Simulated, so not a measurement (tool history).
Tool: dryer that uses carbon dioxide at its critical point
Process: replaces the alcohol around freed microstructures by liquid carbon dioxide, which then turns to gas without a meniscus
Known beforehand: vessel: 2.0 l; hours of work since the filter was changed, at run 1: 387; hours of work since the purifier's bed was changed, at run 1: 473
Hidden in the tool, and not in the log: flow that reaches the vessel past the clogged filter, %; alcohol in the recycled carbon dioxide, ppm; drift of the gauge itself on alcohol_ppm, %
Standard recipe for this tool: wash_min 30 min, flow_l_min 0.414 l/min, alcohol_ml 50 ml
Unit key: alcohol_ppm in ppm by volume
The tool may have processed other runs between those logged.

run,hour,wash_min,flow_l_min,alcohol_ml,hours of work since the filter was changed,hours of work since the purifier's bed was changed,alcohol_ppm
1,0,30,0.414,50,387,473,162
2,18.5,30,0.414,50,399,485,159
3,33.5,30,0.414,50,409,495,167
4,47.6,30,0.414,50,418,504,170
# hour 61.8: inlet filter changed
5,64.6,30,0.414,50,2,514,141
6,80.4,30,0.414,48,12,524,137
7,100.7,30,0.414,50,25,538,151
8,111.4,30,0.414,50,32,545,136
9,124.3,19,0.414,41,41,553,535
10,133.1,31,0.504,100,46,559,116
11,154.2,31,0.504,100,60,572,113
12,169.6,31,0.504,51,70,582,110
13,181.3,31,0.504,51,78,590,110
14,193.1,28,0.526,51,85,598,118
15,211,30,0.363,115,97,609,405

Branching from run 15: 5 alternative next runs. What would each branch give?
A,231.1,18,0.429,42,110,622,?
B,231.1,27,0.414,50,110,622,?
C,231.1,18,0.363,31,110,622,?
D,231.1,48,0.64,115,110,622,?
E,231.1,43,0.256,38,110,622,?

run,alcohol_ppm
A,607
B,221
C,786
D,106
E,190
Without the tool's hidden state the same runs would have given:
run,alcohol_ppm
A,472
B,114
C,644
D,9
E,83
